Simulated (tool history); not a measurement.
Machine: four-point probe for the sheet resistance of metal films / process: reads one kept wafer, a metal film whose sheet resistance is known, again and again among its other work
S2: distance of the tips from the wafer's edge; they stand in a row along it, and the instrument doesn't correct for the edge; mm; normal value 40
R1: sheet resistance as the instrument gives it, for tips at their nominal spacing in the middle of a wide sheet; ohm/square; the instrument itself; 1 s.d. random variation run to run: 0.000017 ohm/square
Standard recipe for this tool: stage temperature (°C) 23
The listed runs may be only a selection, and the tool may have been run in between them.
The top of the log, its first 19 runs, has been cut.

{"day": 10.388, "done": "stage's thermometer calibrated, once more"}
{"run": 20, "day": 10.429, "stage temperature (°C)": 23, "S2": 9, "R1": 0.084733}
{"run": 21, "day": 11.275, "stage temperature (°C)": 28, "S2": 40, "R1": 0.084535}
{"run": 22, "day": 11.667, "stage temperature (°C)": 23, "S2": 40, "R1": 0.084479}
{"run": 23, "day": 12.233, "stage temperature (°C)": 23, "S2": 40, "R1": 0.084499}
{"run": 24, "day": 12.725, "stage temperature (°C)": 31, "S2": 5, "R1": 0.085248}
{"run": 25, "day": 13.404, "stage temperature (°C)": 31, "S2": 5, "R1": 0.085261}
{"run": 26, "day": 13.812, "stage temperature (°C)": 29, "S2": 5, "R1": 0.085243}
{"run": 27, "day": 14.45, "stage temperature (°C)": 27, "S2": 12, "R1": 0.08461}
{"run": 28, "day": 15.079, "stage temperature (°C)": 27, "S2": 41, "R1": 0.084485}
{"run": 29, "day": 15.775, "stage temperature (°C)": 24, "S2": 65, "R1": 0.084483}
{"run": 30, "day": 16.442, "stage temperature (°C)": 24, "S2": 65, "R1": 0.084508}
{"run": 31, "day": 16.854, "stage temperature (°C)": 24, "S2": 65, "R1": 0.084458}
{"run": 32, "day": 17.388, "stage temperature (°C)": 25, "S2": 3, "R1": 0.086463}
{"run": 33, "day": 18.104, "stage temperature (°C)": 32, "S2": 16, "R1": 0.084575}
{"run": 34, "day": 18.483, "stage temperature (°C)": 31, "S2": 38, "R1": 0.084497}
{"run": 35, "day": 19.15, "stage temperature (°C)": 25, "S2": 38, "R1": 0.084475}

What will run 36 give?
{"run": 36, "day": 19.725, "stage temperature (°C)": 25, "S2": 38, "R1": "?"}

R1: 0.084467 ohm/square
Had the tool carried no hidden state, the very same run would have given R1 0.085518 ohm/square.
